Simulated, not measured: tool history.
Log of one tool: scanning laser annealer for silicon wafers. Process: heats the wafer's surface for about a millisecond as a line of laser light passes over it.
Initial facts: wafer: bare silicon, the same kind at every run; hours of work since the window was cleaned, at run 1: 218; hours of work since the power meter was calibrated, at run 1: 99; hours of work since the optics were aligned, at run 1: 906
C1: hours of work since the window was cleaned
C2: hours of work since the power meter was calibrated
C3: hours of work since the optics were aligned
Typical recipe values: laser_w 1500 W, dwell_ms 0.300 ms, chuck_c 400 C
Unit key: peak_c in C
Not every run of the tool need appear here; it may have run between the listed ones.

run 1 day=0.000 | laser_w=1500 dwell_ms=0.300 chuck_c=400 | C1=218 C2=99 C3=906 | peak_c=1170
run 2 day=0.333 | laser_w=1500 dwell_ms=0.300 chuck_c=400 | C1=223 C2=104 C3=911 | peak_c=1167
run 3 day=0.746 | laser_w=1463 dwell_ms=0.300 chuck_c=400 | C1=229 C2=110 C3=917 | peak_c=1151
run 4 day=0.958 | laser_w=1463 dwell_ms=0.300 chuck_c=400 | C1=232 C2=113 C3=920 | peak_c=1151
run 5 day=1.358 | laser_w=1463 dwell_ms=0.300 chuck_c=400 | C1=239 C2=119 C3=927 | peak_c=1154
run 6 day=1.717 | laser_w=1463 dwell_ms=0.300 chuck_c=400 | C1=244 C2=125 C3=932 | peak_c=1153
run 7 day=2.021 | laser_w=1463 dwell_ms=0.300 chuck_c=400 | C1=249 C2=129 C3=937 | peak_c=1150
run 8 day=2.250 | laser_w=1463 dwell_ms=0.300 chuck_c=400 | C1=252 C2=133 C3=940 | peak_c=1151
run 9 day=2.433 | laser_w=1463 dwell_ms=0.300 chuck_c=400 | C1=255 C2=136 C3=943 | peak_c=1154
run 10 day=2.762 | laser_w=1500 dwell_ms=0.300 chuck_c=400 | C1=260 C2=141 C3=948 | peak_c=1169
run 11 day=2.967 | laser_w=1547 dwell_ms=0.300 chuck_c=400 | C1=263 C2=144 C3=951 | peak_c=1192
run 12 day=3.183 | laser_w=1547 dwell_ms=0.222 chuck_c=400 | C1=266 C2=147 C3=954 | peak_c=1080
run 13 day=3.571 | laser_w=1500 dwell_ms=0.300 chuck_c=436 | C1=272 C2=153 C3=960 | peak_c=1204
run 14 day=3.883 | laser_w=1500 dwell_ms=0.300 chuck_c=436 | C1=277 C2=158 C3=965 | peak_c=1206
run 15 day=4.238 | laser_w=1533 dwell_ms=0.219 chuck_c=424 | C1=282 C2=163 C3=970 | peak_c=1089
run 16 day=4.433 | laser_w=1489 dwell_ms=0.277 chuck_c=378 | C1=285 C2=166 C3=973 | peak_c=1112
run 17 day=4.817 | laser_w=1313 dwell_ms=0.328 chuck_c=394 | C1=291 C2=172 C3=979 | peak_c=1105
-- day=5.200 optics aligned, line set to its width
run 18 day=5.321 | laser_w=1381 dwell_ms=0.223 chuck_c=400 | C1=296 C2=176 C3=2 | peak_c=1010
run 19 day=5.546 | laser_w=1381 dwell_ms=0.223 chuck_c=400 | C1=299 C2=180 C3=5 | peak_c=1009
run 20 day=5.888 | laser_w=1457 dwell_ms=0.312 chuck_c=383 | C1=304 C2=185 C3=10 | peak_c=1148
run 21 day=6.158 | laser_w=1318 dwell_ms=0.365 chuck_c=426 | C1=308 C2=189 C3=15 | peak_c=1181
run 22 day=6.571 | laser_w=1575 dwell_ms=0.243 chuck_c=400 | C1=315 C2=195 C3=21 | peak_c=1120
run 23 day=6.904 | laser_w=1500 dwell_ms=0.368 chuck_c=400 | C1=320 C2=200 C3=26 | peak_c=1257
run 24 day=7.292 | laser_w=1308 dwell_ms=0.270 chuck_c=429 | C1=326 C2=206 C3=32 | peak_c=1069
run 25 day=7.521 | laser_w=1308 dwell_ms=0.270 chuck_c=429 | C1=329 C2=210 C3=35 | peak_c=1072
run 26 day=7.817 | laser_w=1602 dwell_ms=0.270 chuck_c=439 | C1=334 C2=214 C3=40 | peak_c=1216

For each entry between runs, how does the tool's hidden state at the last listed run before it compare with that at the first listed run after it?
From run 17 to run 18: optics aligned, line set to its width (day 5.200)
  width of the line over the set one, %: 0.04 -> 0

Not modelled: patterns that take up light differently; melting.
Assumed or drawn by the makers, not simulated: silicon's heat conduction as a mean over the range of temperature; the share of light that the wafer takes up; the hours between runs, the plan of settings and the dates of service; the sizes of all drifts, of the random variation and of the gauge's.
